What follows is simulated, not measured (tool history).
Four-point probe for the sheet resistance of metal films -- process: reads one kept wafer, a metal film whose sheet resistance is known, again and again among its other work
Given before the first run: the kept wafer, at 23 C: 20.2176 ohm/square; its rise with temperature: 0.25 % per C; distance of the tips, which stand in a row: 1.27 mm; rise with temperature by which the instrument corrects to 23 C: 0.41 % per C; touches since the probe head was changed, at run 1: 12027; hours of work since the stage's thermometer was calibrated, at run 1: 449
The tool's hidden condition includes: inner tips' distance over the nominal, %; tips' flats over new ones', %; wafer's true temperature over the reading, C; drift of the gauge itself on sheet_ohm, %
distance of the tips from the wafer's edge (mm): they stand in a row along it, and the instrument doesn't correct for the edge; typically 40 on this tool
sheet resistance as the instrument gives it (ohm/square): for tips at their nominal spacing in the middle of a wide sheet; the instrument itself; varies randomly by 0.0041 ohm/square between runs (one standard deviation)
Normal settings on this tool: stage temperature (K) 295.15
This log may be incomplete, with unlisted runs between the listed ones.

run	hour	stage temperature (K)	distance of the tips from the wafer's edge (mm)	touches since the probe head was changed	hours of work since the stage's thermometer was calibrated	sheet resistance as the instrument gives it (ohm/square)
1	0	295.15	40	12027	449	20.302543
2	9.8	303.15	40	12386	454	20.061842
3	21.3	303.15	40	12805	460	20.051144
4	41.2	303.15	40	13534	470	20.052062
5	50.5	299.15	40	13873	474	20.178481
6	61.7	299.15	40	14281	480	20.182254
7	78.6	299.15	40	14898	488	20.182195
8	95.8	299.15	40	15527	497	20.182836
9	109.5	305.15	40	16027	503	19.993604
10	126.6	295.15	40	16653	512	20.299713
11	141.7	295.15	40	17207	520	20.309591
12	161.7	295.15	40	17936	529	20.308033
13	171	295.15	4	18276	534	21.3429
14	188.2	295.15	4	18906	543	21.335852
15	205.8	295.15	4	19551	551	21.34061
# hour 208.2: stage's thermometer calibrated
16	223.9	297.15	40	20191	8	20.2494
17	237	297.15	40	20670	14	20.244533
18	250.1	297.15	40	21150	21	20.243223
19	267.2	297.15	40	21775	29	20.246717
# hour 269.3: stage's thermometer calibrated, once more
20	284.1	295.15	40	22373	7	20.319211
21	304.6	307.15	40	23122	18	19.942895
22	315.3	300.15	7	23515	23	20.491917
23	324.6	300.15	12	23854	28	20.261759
24	335.1	297.15	68	24239	33	20.250036
25	343.6	301.15	40	24548	37	20.122911
26	354.1	294.15	54	24935	42	20.349439
27	370.6	292.15	16	25535	50	20.471731
28	388.7	298.15	7	26198	59	20.561287
29	399	295.15	42	26576	65	20.323416
30	407.4	295.15	42	26880	69	20.3236
31	416.2	295.15	10	27202	73	20.488323
32	427.6	301.15	40	27620	79	20.129127
33	447.2	297.15	26	28337	89	20.266438
34	466.3	297.15	26	29035	98	20.271299
35	486.8	298.15	36	29785	108	20.222489
36	502.9	307.15	23	30374	116	19.971838
37	512.1	292.15	39	30710	121	20.421501
38	526.8	300.15	37	31245	128	20.164407
39	543.1	295.15	16	31842	136	20.379874

What if the next run were any one of these 5? Each begins from the tool's condition after run 39:
A	554.5	295.15	23	32257	142	?
B	554.5	300.15	10	32257	142	?
C	554.5	291.15	6	32257	142	?
D	554.5	295.15	4	32257	142	?
E	554.5	296.15	40	32257	142	?

run	sheet resistance as the instrument gives it (ohm/square)
A	20.338588
B	20.321705
C	20.933478
D	21.346694
E	20.286448
Had the tool no hidden state, the same runs would have come out as:
run	sheet resistance as the instrument gives it (ohm/square)
A	20.280143
B	20.263337
C	20.873433
D	21.285604
E	20.228147
